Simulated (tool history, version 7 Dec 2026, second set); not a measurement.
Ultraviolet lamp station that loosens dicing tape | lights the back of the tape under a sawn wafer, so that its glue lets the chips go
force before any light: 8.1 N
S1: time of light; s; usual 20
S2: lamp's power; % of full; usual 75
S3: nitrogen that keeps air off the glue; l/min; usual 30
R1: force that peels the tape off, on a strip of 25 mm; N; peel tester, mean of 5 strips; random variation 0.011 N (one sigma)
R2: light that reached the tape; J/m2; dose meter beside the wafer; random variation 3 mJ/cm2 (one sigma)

Run 1, hour 0: usual settings. Result: R1 0.866 N, R2 3610 J/m2.
Run 2, hour 51.4: usual settings. Result: R1 0.883 N, R2 3540 J/m2.
Run 3, hour 77.1: usual settings. Result: R1 0.901 N, R2 3520 J/m2.
Run 4, hour 102.4: usual settings. Result: R1 0.901 N, R2 3430 J/m2.
Run 5, hour 154.6: usual settings. Result: R1 0.912 N, R2 3380 J/m2.
Run 6, hour 217.6: usual settings. Result: R1 0.991 N, R2 3320 J/m2.
Run 7, hour 272: usual settings. Result: R1 1.009 N, R2 3230 J/m2.
Run 8, hour 315.1: usual settings. Result: R1 1.07 N, R2 3180 J/m2.
Run 9, hour 365.2: usual settings. Result: R1 1.099 N, R2 3130 J/m2.
Run 10, hour 424.1: usual settings. Result: R1 1.127 N, R2 3080 J/m2.
At hour 467.3: window cleaned of glue's vapour.
Run 11, hour 472.5: usual settings. Result: R1 1.418 N, R2 2610 J/m2.
Run 12, hour 506.4: usual settings. Result: R1 1.49 N, R2 2560 J/m2.
Run 13, hour 567.7: usual settings. Result: R1 1.618 N, R2 2490 J/m2.
Run 14, hour 615.3: usual settings. Result: R1 1.666 N, R2 2440 J/m2.
At hour 653.1: window cleaned of glue's vapour, once more.
Run 15, hour 676.8: usual settings. Result: R1 0.886 N, R2 3420 J/m2.
Run 16, hour 724.9: usual settings but S2 83 % of full. Result: R1 0.759 N, R2 3730 J/m2.
Run 17, hour 782.5: usual settings but S2 83 % of full. Result: R1 0.784 N, R2 3710 J/m2.
Run 18, hour 831.8: usual settings but S2 83 % of full. Result: R1 0.84 N, R2 3590 J/m2.
Run 19, hour 872.1: usual settings. Result: R1 1.024 N, R2 3200 J/m2.
Run 20, hour 903: usual settings. Result: R1 1.067 N, R2 3150 J/m2.
Run 21, hour 960.7: usual settings. Result: R1 1.088 N, R2 3060 J/m2.
Run 22, hour 1001.3: usual settings but S1 13 s. Result: R1 2.198 N, R2 1970 J/m2.
Run 23, hour 1059.6: usual settings but S1 12 s, S2 88 % of full, S3 9 l/min. Result: R1 3.342 N, R2 2060 J/m2.
Run 24, hour 1105.6: usual settings but S1 13 s, S2 93 % of full, S3 9 l/min. Result: R1 2.958 N, R2 2360 J/m2.
Run 25, hour 1159.2: usual settings but S1 13 s, S2 93 % of full, S3 9 l/min. Result: R1 2.968 N, R2 2300 J/m2.
Run 26, hour 1191.7: usual settings but S1 28 s, S2 79 % of full. Result: R1 0.591 N, R2 4190 J/m2.
Run 27, hour 1222.7: usual settings but S1 32 s, S2 79 % of full, S3 13 l/min. Result: R1 0.839 N, R2 4730 J/m2.
Run 28, hour 1281.9: usual settings but S1 37 s, S2 83 % of full. Result: R1 0.296 N, R2 5560 J/m2.
Run 29, hour 1315.1: usual settings but S1 38 s, S2 93 % of full, S3 18 l/min. Result: R1 0.329 N, R2 6270 J/m2.
Run 30, hour 1352.4: usual settings but S2 83 % of full, S3 33 l/min. Result: R1 1.213 N, R2 2890 J/m2.
Run 31, hour 1378.3: usual settings but S2 67 % of full, S3 16 l/min. Result: R1 2.377 N, R2 2350 J/m2.
Run 32, hour 1426.2: usual settings but S1 38 s, S2 62 % of full. Result: R1 0.634 N, R2 3970 J/m2.
Run 33, hour 1473.5: usual settings but S1 26 s, S2 81 % of full, S3 11 l/min. Result: R1 1.643 N, R2 3490 J/m2.
At hour 1483.9: window cleaned of glue's vapour.
At hour 1500.8: lamp changed.
Run 34, hour 1524.2: usual settings but S1 26 s, S2 81 % of full, S3 11 l/min. Result: R1 0.544 N, R2 6100 J/m2.
Run 35, hour 1562.7: usual settings but S1 26 s, S2 81 % of full, S3 11 l/min. Result: R1 0.567 N, R2 6030 J/m2.
Run 36, hour 1603.9: usual settings but S1 27 s, S2 74 % of full, S3 41 l/min. Result: R1 0.218 N, R2 5640 J/m2.
Run 37, hour 1662.9: usual settings but S1 25 s, S2 74 % of full, S3 40 l/min. Result: R1 0.287 N, R2 5140 J/m2.
Run 38, hour 1692.5: usual settings but S1 25 s, S2 74 % of full, S3 40 l/min. Result: R1 0.3 N, R2 5060 J/m2.
Run 39, hour 1752.1: usual settings but S1 19 s, S2 83 % of full, S3 41 l/min. Result: R1 0.454 N, R2 4240 J/m2.
Run 40, hour 1809.2: usual settings but S1 21 s, S3 48 l/min. Result: R1 0.449 N, R2 4110 J/m2.
Run 41, hour 1846.5: usual settings but S1 21 s, S3 48 l/min. Result: R1 0.453 N, R2 4070 J/m2.
Run 42, hour 1874: usual settings but S1 21 s, S2 66 % of full. Result: R1 0.846 N, R2 3550 J/m2.
Run 43, hour 1909.6: usual settings but S1 33 s. Result: R1 0.208 N, R2 6230 J/m2.

Forecast each of these 4 alternatives for the next run:
Run A, hour 1943.8: usual settings but S1 39 s, S2 94 % of full. Result: R1 ?, R2 ?.
Run B, hour 1943.8: usual settings but S1 33 s, S3 45 l/min. Result: R1 ?, R2 ?.
Run C, hour 1943.8: usual settings but S1 33 s, S2 87 % of full. Result: R1 ?, R2 ?.
Run D, hour 1943.8: usual settings but S1 35 s, S2 86 % of full, S3 29 l/min. Result: R1 ?, R2 ?.

run     R1    R2
  A  0.115  9110
  B  0.173  6140
  C  0.161  7160
  D  0.158  7540
Without the tool's hidden state the same runs would have given:
run     R1     R2
  A  0.103  10840
  B  0.129   7320
  C  0.122   8520
  D  0.122   8980
